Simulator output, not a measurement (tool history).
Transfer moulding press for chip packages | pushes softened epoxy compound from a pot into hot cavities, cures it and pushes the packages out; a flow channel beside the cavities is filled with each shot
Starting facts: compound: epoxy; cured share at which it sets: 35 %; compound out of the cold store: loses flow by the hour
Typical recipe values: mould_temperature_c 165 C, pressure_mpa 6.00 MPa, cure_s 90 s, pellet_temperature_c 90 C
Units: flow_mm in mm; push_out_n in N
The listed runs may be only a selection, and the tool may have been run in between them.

run	hour	mould_temperature_c	pressure_mpa	cure_s	pellet_temperature_c	incoming compound's hours out of the cold store	flow_mm	push_out_n
1	0.0	165	6.00	90	90	20.1	813	760
2	16.6	165	6.00	90	90	17.1	826	831
3	30.5	165	6.00	90	90	18.9	810	903
4	42.7	165	6.00	95	90	8.9	861	866
5	51.7	165	6.00	95	90	32.4	754	825
# hour 55.9: cavities cleaned with cleaning compound and waxed
6	66.6	165	6.00	95	90	32.1	749	612
7	84.2	165	6.00	95	90	31.5	748	743
8	93.9	171	6.00	90	90	24.1	743	678
9	108.0	171	6.00	90	90	26.0	737	742
10	122.1	171	6.00	90	90	16.2	764	747
# hour 128.8: cavities cleaned with cleaning compound and waxed
11	133.2	171	6.00	90	90	46.2	656	480
12	145.5	165	6.00	124	90	12.1	815	587
13	158.3	169	6.00	124	90	32.2	709	648
14	167.0	165	6.00	90	90	27.1	740	841
# hour 181.1: plunger's sealing rings changed
15	184.1	165	5.72	90	96	34.0	742	834
16	195.6	165	6.29	96	96	16.3	854	863
# hour 204.5: cavities cleaned with cleaning compound and waxed
17	207.3	165	6.29	96	96	20.0	839	499
18	216.4	171	6.29	96	87	17.6	823	548
19	233.1	162	7.40	122	87	33.5	859	681
20	240.4	162	4.96	122	98	9.8	793	699
21	255.0	165	6.00	125	99	8.4	854	720
22	268.4	161	6.83	125	99	40.3	788	758
# hour 278.6: cavities cleaned with cleaning compound and waxed
23	287.0	165	5.73	115	86	37.4	719	532
24	302.5	171	6.47	122	88	41.0	714	598
25	314.4	173	6.47	122	87	23.5	774	673
26	328.3	173	6.47	122	87	43.8	690	706
27	344.1	158	6.47	102	92	14.4	876	1213
# hour 351.9: cavities cleaned with cleaning compound and waxed
28	360.3	170	6.00	109	90	40.6	681	514

Subtracting, for every run, the result it would have given without the tool's unlogged condition from the measured result gives the following. The same run-to-run variation enters both numbers; the gauge's scatter may not:
The tool's hidden condition here consists of: true mould temperature over the reading, C; pressure that reaches the compound, % of what is set; grip of the stained cavities, % over clean ones'; drift of the gauge itself on flow_mm, %; drift of the gauge itself on push_out_n, %.
run	flow_mm	push_out_n
1	-13	+257
2	-17	+334
3	-21	+383
4	-26	+378
5	-25	+365
6	-28	+144
7	-32	+271
8	-34	+271
9	-38	+315
10	-43	+328
11	-39	+64
12	-52	+177
13	-49	+245
14	-54	+328
15	-4	+350
16	-8	+371
17	-10	+36
18	-12	+136
19	-17	+249
20	-18	+275
21	-24	+303
22	-26	+329
23	-27	+112
24	-30	+211
25	-36	+271
26	-35	+300
27	-50	+503
28	-42	+102

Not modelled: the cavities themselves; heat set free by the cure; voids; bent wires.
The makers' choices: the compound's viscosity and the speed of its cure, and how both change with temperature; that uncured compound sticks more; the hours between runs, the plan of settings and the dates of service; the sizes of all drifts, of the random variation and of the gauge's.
